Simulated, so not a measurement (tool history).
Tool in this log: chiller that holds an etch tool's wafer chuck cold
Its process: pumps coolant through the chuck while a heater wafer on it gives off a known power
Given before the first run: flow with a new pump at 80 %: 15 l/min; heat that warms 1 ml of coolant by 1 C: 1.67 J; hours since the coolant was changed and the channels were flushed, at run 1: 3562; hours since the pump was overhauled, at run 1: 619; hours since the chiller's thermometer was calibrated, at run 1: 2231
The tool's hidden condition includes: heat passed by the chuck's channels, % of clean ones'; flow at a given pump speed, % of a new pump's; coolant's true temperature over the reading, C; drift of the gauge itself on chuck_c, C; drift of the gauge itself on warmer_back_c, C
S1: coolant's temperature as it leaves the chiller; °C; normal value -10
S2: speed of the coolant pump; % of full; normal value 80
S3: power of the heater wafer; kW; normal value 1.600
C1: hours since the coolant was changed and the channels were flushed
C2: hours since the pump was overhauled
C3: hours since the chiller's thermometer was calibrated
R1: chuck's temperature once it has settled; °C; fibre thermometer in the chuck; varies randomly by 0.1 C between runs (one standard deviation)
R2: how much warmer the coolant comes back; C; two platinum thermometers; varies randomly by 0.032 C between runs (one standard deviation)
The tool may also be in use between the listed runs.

{"run": 1, "hour": 0.0, "S1": -10, "S2": 80, "S3": 1.6, "C1": 3562, "C2": 619, "C3": 2231, "R1": 8.5, "R2": 3.81}
{"run": 2, "hour": 52.3, "S1": -10, "S2": 80, "S3": 1.395, "C1": 3614, "C2": 672, "C3": 2283, "R1": 6.2, "R2": 3.38}
{"run": 3, "hour": 75.8, "S1": -10, "S2": 80, "S3": 1.6, "C1": 3638, "C2": 695, "C3": 2307, "R1": 8.6, "R2": 3.87}
{"run": 4, "hour": 117.3, "S1": -10, "S2": 75, "S3": 1.6, "C1": 3679, "C2": 737, "C3": 2348, "R1": 9.3, "R2": 4.13}
{"run": 5, "hour": 169.3, "S1": -10, "S2": 80, "S3": 1.732, "C1": 3731, "C2": 789, "C3": 2400, "R1": 10.2, "R2": 4.19}
{"run": 6, "hour": 203.0, "S1": -13, "S2": 80, "S3": 1.6, "C1": 3765, "C2": 822, "C3": 2434, "R1": 5.7, "R2": 3.84}
{"run": 7, "hour": 249.4, "S1": -13, "S2": 80, "S3": 1.6, "C1": 3811, "C2": 869, "C3": 2480, "R1": 5.7, "R2": 3.83}
{"run": 8, "hour": 279.5, "S1": -13, "S2": 80, "S3": 1.6, "C1": 3841, "C2": 899, "C3": 2510, "R1": 5.6, "R2": 3.87}
{"run": 9, "hour": 303.2, "S1": -13, "S2": 80, "S3": 1.6, "C1": 3865, "C2": 922, "C3": 2534, "R1": 5.6, "R2": 3.82}
{"run": 10, "hour": 354.2, "S1": -13, "S2": 80, "S3": 1.6, "C1": 3916, "C2": 973, "C3": 2585, "R1": 5.8, "R2": 3.81}
{"run": 11, "hour": 381.3, "S1": -14, "S2": 80, "S3": 1.6, "C1": 3943, "C2": 1001, "C3": 2612, "R1": 4.7, "R2": 3.84}
{"run": 12, "hour": 425.4, "S1": -10, "S2": 80, "S3": 1.6, "C1": 3987, "C2": 1045, "C3": 2656, "R1": 8.7, "R2": 3.78}
{"run": 13, "hour": 456.8, "S1": -10, "S2": 80, "S3": 1.6, "C1": 4019, "C2": 1076, "C3": 2688, "R1": 8.7, "R2": 3.87}
{"run": 14, "hour": 502.0, "S1": -10, "S2": 80, "S3": 0.85, "C1": 4064, "C2": 1121, "C3": 2733, "R1": -0.1, "R2": 2.06}
{"run": 15, "hour": 553.1, "S1": -10, "S2": 80, "S3": 0.85, "C1": 4115, "C2": 1172, "C3": 2784, "R1": -0.2, "R2": 2.07}
{"run": 16, "hour": 580.1, "S1": -4, "S2": 80, "S3": 1.6, "C1": 4142, "C2": 1199, "C3": 2811, "R1": 14.7, "R2": 3.79}
{"run": 17, "hour": 624.3, "S1": -18, "S2": 67, "S3": 0.921, "C1": 4186, "C2": 1244, "C3": 2855, "R1": -6.0, "R2": 2.73}
{"run": 18, "hour": 657.3, "S1": -1, "S2": 97, "S3": 1.32, "C1": 4219, "C2": 1277, "C3": 2888, "R1": 12.6, "R2": 2.55}
{"run": 19, "hour": 702.7, "S1": -16, "S2": 80, "S3": 1.736, "C1": 4265, "C2": 1322, "C3": 2933, "R1": 4.2, "R2": 4.18}
{"run": 20, "hour": 739.9, "S1": -16, "S2": 80, "S3": 1.736, "C1": 4302, "C2": 1359, "C3": 2971, "R1": 4.4, "R2": 4.18}
{"run": 21, "hour": 772.1, "S1": -3, "S2": 70, "S3": 2.071, "C1": 4334, "C2": 1391, "C3": 3003, "R1": 23.3, "R2": 5.76}
{"run": 22, "hour": 810.7, "S1": -10, "S2": 73, "S3": 1.779, "C1": 4373, "C2": 1430, "C3": 3041, "R1": 11.9, "R2": 4.78}
{"run": 23, "hour": 839.3, "S1": -10, "S2": 73, "S3": 1.779, "C1": 4401, "C2": 1459, "C3": 3070, "R1": 11.9, "R2": 4.72}
{"run": 24, "hour": 871.4, "S1": -14, "S2": 78, "S3": 1.6, "C1": 4433, "C2": 1491, "C3": 3102, "R1": 5.0, "R2": 3.99}
{"run": 25, "hour": 895.7, "S1": -14, "S2": 78, "S3": 1.6, "C1": 4458, "C2": 1515, "C3": 3126, "R1": 5.0, "R2": 3.99}
{"run": 26, "hour": 917.0, "S1": -14, "S2": 78, "S3": 2.123, "C1": 4479, "C2": 1536, "C3": 3148, "R1": 11.2, "R2": 5.28}
{"run": 27, "hour": 950.0, "S1": -19, "S2": 60, "S3": 1.134, "C1": 4512, "C2": 1569, "C3": 3181, "R1": -3.2, "R2": 3.75}
{"run": 28, "hour": 1001.2, "S1": -12, "S2": 60, "S3": 2.148, "C1": 4563, "C2": 1621, "C3": 3232, "R1": 17.7, "R2": 7.1}
{"hour": 1027.2, "done": "chiller's thermometer calibrated"}
{"run": 29, "hour": 1044.6, "S1": -4, "S2": 66, "S3": 1.731, "C1": 4605, "C2": 1663, "C3": 17, "R1": 18.9, "R2": 5.17}
{"run": 30, "hour": 1082.8, "S1": -5, "S2": 67, "S3": 0.905, "C1": 4644, "C2": 1701, "C3": 56, "R1": 6.7, "R2": 2.62}
{"run": 31, "hour": 1130.2, "S1": -15, "S2": 65, "S3": 1.6, "C1": 4691, "C2": 1748, "C3": 103, "R1": 6.4, "R2": 4.83}
{"run": 32, "hour": 1181.4, "S1": -10, "S2": 99, "S3": 0.897, "C1": 4742, "C2": 1800, "C3": 154, "R1": -0.7, "R2": 1.64}

Hidden condition of the tool, last listed run before each entry between runs versus first listed run after:
Between runs 28 and 29: chiller's thermometer calibrated (hour 1027.2)
  coolant's true temperature over the reading, C: 0.01 -> 0

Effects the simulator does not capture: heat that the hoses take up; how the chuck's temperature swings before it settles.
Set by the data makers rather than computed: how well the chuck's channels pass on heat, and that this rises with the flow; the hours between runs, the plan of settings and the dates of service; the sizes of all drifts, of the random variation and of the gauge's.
